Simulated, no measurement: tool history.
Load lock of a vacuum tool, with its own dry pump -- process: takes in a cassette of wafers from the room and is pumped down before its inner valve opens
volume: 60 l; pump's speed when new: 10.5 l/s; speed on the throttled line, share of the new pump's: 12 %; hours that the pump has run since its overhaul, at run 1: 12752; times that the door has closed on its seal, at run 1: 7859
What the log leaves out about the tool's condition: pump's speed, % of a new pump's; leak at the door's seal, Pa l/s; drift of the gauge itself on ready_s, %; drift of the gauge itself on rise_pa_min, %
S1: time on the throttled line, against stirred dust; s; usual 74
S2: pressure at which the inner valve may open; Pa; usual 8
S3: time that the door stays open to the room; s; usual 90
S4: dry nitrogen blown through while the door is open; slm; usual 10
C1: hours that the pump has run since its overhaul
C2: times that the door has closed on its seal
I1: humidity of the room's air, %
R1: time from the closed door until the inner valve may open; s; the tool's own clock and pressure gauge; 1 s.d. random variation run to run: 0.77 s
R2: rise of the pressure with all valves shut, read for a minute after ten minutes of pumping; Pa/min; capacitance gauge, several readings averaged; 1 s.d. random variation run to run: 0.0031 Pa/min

| run | hour | S1 | S2 | S3 | S4 | C1 | C2 | I1 | R1 | R2 |
|---|---|---|---|---|---|---|---|---|---|---|
| 1 | 0.0 | 74 | 8 | 90 | 10 | 12752 | 7859 | 44.1 | 118.7 | 0.077 |
| 2 | 382.1 | 74 | 8 | 90 | 10 | 13134 | 9636 | 46.0 | 118.7 | 0.076 |
| 3 | 707.0 | 74 | 8 | 90 | 10 | 13459 | 11148 | 47.2 | 119.5 | 0.078 |
| 4 | 1215.6 | 74 | 8 | 90 | 10 | 13968 | 13514 | 40.7 | 120.6 | 0.067 |
| 5 | 1480.6 | 74 | 8 | 90 | 10 | 14233 | 14747 | 43.6 | 118.9 | 0.072 |
|  | 1675.8 | dry pump taken out, an overhauled one fitted |
| 6 | 1960.7 | 74 | 8 | 90 | 10 | 285 | 16952 | 45.5 | 120.8 | 0.077 |
| 7 | 2407.0 | 74 | 8 | 90 | 10 | 731 | 19028 | 48.7 | 119.7 | 0.083 |
| 8 | 2871.7 | 74 | 8 | 90 | 10 | 1196 | 21190 | 44.6 | 117.4 | 0.073 |
| 9 | 3104.2 | 74 | 8 | 90 | 10 | 1428 | 22271 | 41.8 | 120.4 | 0.073 |
| 10 | 3360.1 | 74 | 8 | 90 | 10 | 1684 | 23462 | 44.1 | 120.3 | 0.069 |
| 11 | 3918.3 | 74 | 8 | 90 | 10 | 2243 | 26058 | 46.4 | 119.9 | 0.086 |
| 12 | 4214.4 | 74 | 8 | 90 | 10 | 2539 | 27436 | 46.4 | 121.2 | 0.077 |
| 13 | 4747.8 | 74 | 8 | 90 | 10 | 3072 | 29917 | 44.5 | 118.9 | 0.081 |
| 14 | 4980.8 | 74 | 8 | 90 | 10 | 3305 | 31001 | 43.0 | 119.8 | 0.070 |
| 15 | 5518.7 | 74 | 8 | 90 | 10 | 3843 | 33503 | 46.8 | 120.2 | 0.076 |
|  | 5666.6 | door's seal changed, seat wiped |
| 16 | 6045.2 | 74 | 8 | 90 | 10 | 4368 | 1761 | 44.4 | 120.0 | 0.078 |
| 17 | 6575.4 | 41 | 8 | 90 | 10 | 4898 | 4227 | 45.6 | 89.6 | 0.073 |
| 18 | 7034.4 | 74 | 7 | 90 | 10 | 5357 | 6363 | 45.8 | 121.2 | 0.069 |
| 19 | 7591.1 | 64 | 12 | 90 | 17 | 5914 | 8953 | 43.2 | 107.5 | 0.062 |
| 20 | 7831.9 | 103 | 8 | 90 | 7 | 6155 | 10073 | 39.3 | 144.7 | 0.071 |
| 21 | 8174.5 | 103 | 8 | 90 | 7 | 6497 | 11666 | 47.3 | 146.0 | 0.085 |
| 22 | 8699.0 | 74 | 8 | 90 | 39 | 7022 | 14106 | 48.5 | 118.5 | 0.049 |
| 23 | 9070.9 | 74 | 8 | 90 | 39 | 7394 | 15836 | 45.2 | 121.2 | 0.044 |
| 24 | 9347.8 | 65 | 8 | 90 | 10 | 7671 | 17124 | 41.5 | 113.0 | 0.068 |
| 25 | 9627.3 | 98 | 13 | 90 | 10 | 7950 | 18425 | 47.8 | 137.5 | 0.083 |
| 26 | 10011.3 | 74 | 8 | 26 | 10 | 8334 | 20211 | 48.2 | 119.7 | 0.040 |
| 27 | 10583.2 | 74 | 8 | 200 | 10 | 8906 | 22871 | 47.8 | 119.0 | 0.132 |
| 28 | 10955.3 | 74 | 8 | 200 | 10 | 9278 | 24602 | 42.2 | 119.4 | 0.117 |
| 29 | 11451.1 | 74 | 10 | 90 | 10 | 9774 | 26909 | 45.3 | 118.6 | 0.075 |
| 30 | 11753.7 | 74 | 10 | 90 | 25 | 10076 | 28316 | 44.0 | 118.4 | 0.058 |
| 31 | 12211.3 | 82 | 7 | 88 | 25 | 10534 | 30445 | 44.9 | 127.6 | 0.058 |
| 32 | 12641.0 | 82 | 7 | 88 | 25 | 10964 | 32444 | 44.3 | 126.7 | 0.058 |
|  | 13040.9 | door's seal changed, seat wiped |
| 33 | 13170.4 | 45 | 8 | 90 | 7 | 11492 | 603 | 42.5 | 94.2 | 0.080 |
| 34 | 13691.0 | 115 | 8 | 64 | 24 | 12012 | 3024 | 46.8 | 156.0 | 0.048 |
| 35 | 14004.3 | 115 | 8 | 64 | 24 | 12326 | 4482 | 44.7 | 155.2 | 0.046 |
| 36 | 14515.4 | 115 | 8 | 64 | 24 | 12837 | 6859 | 43.5 | 155.3 | 0.041 |

Below are 5 alternative next runs, each starting from the tool's condition after run 36. Predict each:
| A | 15034.3 | 74 | 8 | 90 | 5 | 13356 | 9273 | 42.1 | ? | ? |
| B | 15034.3 | 94 | 8 | 64 | 5 | 13356 | 9273 | 44.4 | ? | ? |
| C | 15034.3 | 58 | 11 | 132 | 10 | 13356 | 9273 | 44.9 | ? | ? |
| D | 15034.3 | 115 | 8 | 64 | 42 | 13356 | 9273 | 46.0 | ? | ? |
| E | 15034.3 | 88 | 11 | 95 | 10 | 13356 | 9273 | 45.5 | ? | ? |

| run | R1 | R2 |
|---|---|---|
| A | 119.4 | 0.084 |
| B | 137.2 | 0.065 |
| C | 103.2 | 0.089 |
| D | 153.1 | 0.040 |
| E | 129.5 | 0.080 |
With no hidden state in the tool, these same runs would have given:
| run | R1 | R2 |
|---|---|---|
| A | 119.4 | 0.084 |
| B | 137.2 | 0.065 |
| C | 103.2 | 0.089 |
| D | 153.0 | 0.040 |
| E | 129.4 | 0.080 |

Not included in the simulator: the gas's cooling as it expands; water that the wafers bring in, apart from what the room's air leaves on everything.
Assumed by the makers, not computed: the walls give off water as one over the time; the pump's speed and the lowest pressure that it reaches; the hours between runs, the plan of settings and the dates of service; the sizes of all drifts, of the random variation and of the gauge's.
